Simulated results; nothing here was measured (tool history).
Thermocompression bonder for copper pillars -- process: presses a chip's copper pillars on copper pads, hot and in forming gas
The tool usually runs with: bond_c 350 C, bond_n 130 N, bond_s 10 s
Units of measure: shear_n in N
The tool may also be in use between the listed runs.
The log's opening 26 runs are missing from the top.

| run | hour | bond_c | bond_n | bond_s | shear_n |
|---|---|---|---|---|---|
| 27 | 361.3 | 355 | 90 | 6 | 30 |
| 28 | 379.3 | 355 | 90 | 6 | 30 |
| 29 | 390.7 | 355 | 155 | 11 | 58.8 |
| 30 | 406.9 | 326 | 96 | 11 | 32.1 |
| 31 | 421.7 | 331 | 157 | 11 | 50.3 |
|  | 428.3 | force cell calibrated |
| 32 | 434.3 | 350 | 92 | 10 | 34.4 |
| 33 | 449.5 | 350 | 155 | 5 | 41.2 |
| 34 | 462.2 | 350 | 155 | 5 | 40.7 |
| 35 | 476.7 | 367 | 156 | 6 | 49.2 |
| 36 | 484.5 | 322 | 130 | 10 | 36.7 |
| 37 | 493.6 | 322 | 130 | 10 | 36.4 |
| 38 | 510.7 | 357 | 96 | 12 | 40.5 |
|  | 518.4 | forming gas filter changed |
| 39 | 519.1 | 357 | 140 | 8 | 51.6 |
| 40 | 532.5 | 374 | 104 | 18 | 60.8 |

What if the next run were any one of these 4? Each begins from the tool's condition after run 40:
| A | 546.2 | 322 | 114 | 7 | ? |
| B | 546.2 | 350 | 136 | 21 | ? |
| C | 546.2 | 339 | 168 | 19 | ? |
| D | 546.2 | 374 | 84 | 18 | ? |

| run | shear_n |
|---|---|
| A | 31 |
| B | 65.9 |
| C | 68.9 |
| D | 51.9 |
Take away the tool's hidden state, keep each run's random variation, and the runs would have read:
| run | shear_n |
|---|---|
| A | 29.9 |
| B | 64.5 |
| C | 67.5 |
| D | 50.7 |
